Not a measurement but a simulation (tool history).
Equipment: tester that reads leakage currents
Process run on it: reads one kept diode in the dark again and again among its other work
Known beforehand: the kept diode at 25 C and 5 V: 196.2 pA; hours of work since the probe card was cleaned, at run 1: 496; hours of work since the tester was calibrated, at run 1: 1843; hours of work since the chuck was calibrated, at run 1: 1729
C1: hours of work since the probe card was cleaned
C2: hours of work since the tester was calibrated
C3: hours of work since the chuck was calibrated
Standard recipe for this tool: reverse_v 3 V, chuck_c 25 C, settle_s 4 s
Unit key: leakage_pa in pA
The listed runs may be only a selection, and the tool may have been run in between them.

{"run": 1, "hour": 0.0, "reverse_v": 3, "chuck_c": 25, "settle_s": 4, "C1": 496, "C2": 1843, "C3": 1729, "leakage_pa": 144.59}
{"run": 2, "hour": 77.9, "reverse_v": 3, "chuck_c": 25, "settle_s": 4, "C1": 549, "C2": 1895, "C3": 1782, "leakage_pa": 143.93}
{"run": 3, "hour": 166.7, "reverse_v": 3, "chuck_c": 25, "settle_s": 4, "C1": 608, "C2": 1955, "C3": 1841, "leakage_pa": 143.86}
{"run": 4, "hour": 223.7, "reverse_v": 3, "chuck_c": 25, "settle_s": 4, "C1": 647, "C2": 1993, "C3": 1880, "leakage_pa": 143.21}
{"run": 5, "hour": 323.4, "reverse_v": 3, "chuck_c": 25, "settle_s": 4, "C1": 714, "C2": 2060, "C3": 1947, "leakage_pa": 142.41}
{"run": 6, "hour": 416.8, "reverse_v": 3, "chuck_c": 25, "settle_s": 4, "C1": 777, "C2": 2123, "C3": 2009, "leakage_pa": 142.03}
{"run": 7, "hour": 464.1, "reverse_v": 3, "chuck_c": 25, "settle_s": 1.4, "C1": 808, "C2": 2155, "C3": 2041, "leakage_pa": 142.85}
{"run": 8, "hour": 507.0, "reverse_v": 9.04, "chuck_c": 25, "settle_s": 4, "C1": 837, "C2": 2184, "C3": 2070, "leakage_pa": 218.25}
{"run": 9, "hour": 571.0, "reverse_v": 9.04, "chuck_c": 25, "settle_s": 4, "C1": 880, "C2": 2227, "C3": 2113, "leakage_pa": 216.2}
{"run": 10, "hour": 626.1, "reverse_v": 3, "chuck_c": 25, "settle_s": 4, "C1": 917, "C2": 2264, "C3": 2150, "leakage_pa": 141.11}
{"run": 11, "hour": 714.6, "reverse_v": 3, "chuck_c": 25, "settle_s": 4, "C1": 977, "C2": 2323, "C3": 2210, "leakage_pa": 139.63}
{"run": 12, "hour": 815.1, "reverse_v": 3, "chuck_c": 25, "settle_s": 3.74, "C1": 1044, "C2": 2391, "C3": 2277, "leakage_pa": 139.93}
{"hour": 881.4, "done": "chuck's temperature calibrated"}
{"run": 13, "hour": 892.9, "reverse_v": 3, "chuck_c": 25, "settle_s": 3.74, "C1": 1095, "C2": 2442, "C3": 8, "leakage_pa": 160.27}
{"run": 14, "hour": 975.2, "reverse_v": 3, "chuck_c": 25, "settle_s": 4, "C1": 1151, "C2": 2497, "C3": 63, "leakage_pa": 158.84}
{"run": 15, "hour": 1031.8, "reverse_v": 3, "chuck_c": 32, "settle_s": 4, "C1": 1189, "C2": 2535, "C3": 101, "leakage_pa": 278.34}
{"run": 16, "hour": 1103.6, "reverse_v": 3, "chuck_c": 25, "settle_s": 4, "C1": 1237, "C2": 2583, "C3": 149, "leakage_pa": 158.13}
{"run": 17, "hour": 1183.4, "reverse_v": 3, "chuck_c": 25, "settle_s": 4, "C1": 1290, "C2": 2637, "C3": 203, "leakage_pa": 158.69}
{"run": 18, "hour": 1285.0, "reverse_v": 4.23, "chuck_c": 25, "settle_s": 3.17, "C1": 1359, "C2": 2705, "C3": 271, "leakage_pa": 180.22}
{"hour": 1292.0, "done": "tester calibrated"}
{"run": 19, "hour": 1384.0, "reverse_v": 9.74, "chuck_c": 28, "settle_s": 0.77, "C1": 1424, "C2": 62, "C3": 336, "leakage_pa": 320.22}
{"run": 20, "hour": 1433.1, "reverse_v": 15.45, "chuck_c": 36, "settle_s": 0.43, "C1": 1457, "C2": 95, "C3": 369, "leakage_pa": 713.31}
{"hour": 1483.7, "done": "tester calibrated, once more"}
{"run": 21, "hour": 1517.9, "reverse_v": 15.45, "chuck_c": 36, "settle_s": 0.43, "C1": 1513, "C2": 23, "C3": 425, "leakage_pa": 720.1}
{"run": 22, "hour": 1598.8, "reverse_v": 15.45, "chuck_c": 36, "settle_s": 0.43, "C1": 1567, "C2": 77, "C3": 480, "leakage_pa": 717.23}
{"run": 23, "hour": 1696.0, "reverse_v": 2.05, "chuck_c": 20, "settle_s": 0.43, "C1": 1632, "C2": 143, "C3": 545, "leakage_pa": 90.79}
{"run": 24, "hour": 1767.7, "reverse_v": 3, "chuck_c": 59, "settle_s": 0.51, "C1": 1681, "C2": 191, "C3": 593, "leakage_pa": 1915.99}
{"run": 25, "hour": 1840.0, "reverse_v": 3, "chuck_c": 59, "settle_s": 0.51, "C1": 1729, "C2": 239, "C3": 642, "leakage_pa": 1921.45}
{"run": 26, "hour": 1930.3, "reverse_v": 3, "chuck_c": 59, "settle_s": 0.51, "C1": 1790, "C2": 300, "C3": 702, "leakage_pa": 1911.75}
{"run": 27, "hour": 1989.2, "reverse_v": 3.55, "chuck_c": 28, "settle_s": 8.14, "C1": 1829, "C2": 340, "C3": 742, "leakage_pa": 211.81}
{"run": 28, "hour": 2089.5, "reverse_v": 3.55, "chuck_c": 28, "settle_s": 8.14, "C1": 1897, "C2": 407, "C3": 809, "leakage_pa": 209.47}
{"run": 29, "hour": 2165.5, "reverse_v": 1.36, "chuck_c": 25, "settle_s": 4, "C1": 1948, "C2": 458, "C3": 860, "leakage_pa": 113.36}
{"run": 30, "hour": 2212.6, "reverse_v": 3, "chuck_c": 25, "settle_s": 1.8, "C1": 1980, "C2": 490, "C3": 892, "leakage_pa": 153.52}
{"run": 31, "hour": 2272.8, "reverse_v": 16.97, "chuck_c": 26, "settle_s": 1.8, "C1": 2020, "C2": 530, "C3": 933, "leakage_pa": 331.64}
{"run": 32, "hour": 2326.2, "reverse_v": 3, "chuck_c": 46, "settle_s": 6.34, "C1": 2056, "C2": 566, "C3": 968, "leakage_pa": 765.25}
{"run": 33, "hour": 2392.6, "reverse_v": 3, "chuck_c": 51, "settle_s": 9.96, "C1": 2101, "C2": 611, "C3": 1013, "leakage_pa": 1083.35}

3 ways to go on from here, each from the tool as it stands after run 33. What would each give?
{"run": "A", "hour": 2491.6, "reverse_v": 1.75, "chuck_c": 28, "settle_s": 1.41, "C1": 2167, "C2": 677, "C3": 1080, "leakage_pa": "?"}
{"run": "B", "hour": 2491.6, "reverse_v": 18.69, "chuck_c": 51, "settle_s": 9.96, "C1": 2167, "C2": 677, "C3": 1080, "leakage_pa": "?"}
{"run": "C", "hour": 2491.6, "reverse_v": 7.56, "chuck_c": 51, "settle_s": 9.96, "C1": 2167, "C2": 677, "C3": 1080, "leakage_pa": "?"}

run=A leakage_pa=156.81
run=B leakage_pa=2192.11
run=C leakage_pa=1556.5
The same runs, with their run-to-run variation unchanged, on a tool lacking any hidden condition would have given:
run=A leakage_pa=167.89
run=B leakage_pa=2327.68
run=C leakage_pa=1656.78

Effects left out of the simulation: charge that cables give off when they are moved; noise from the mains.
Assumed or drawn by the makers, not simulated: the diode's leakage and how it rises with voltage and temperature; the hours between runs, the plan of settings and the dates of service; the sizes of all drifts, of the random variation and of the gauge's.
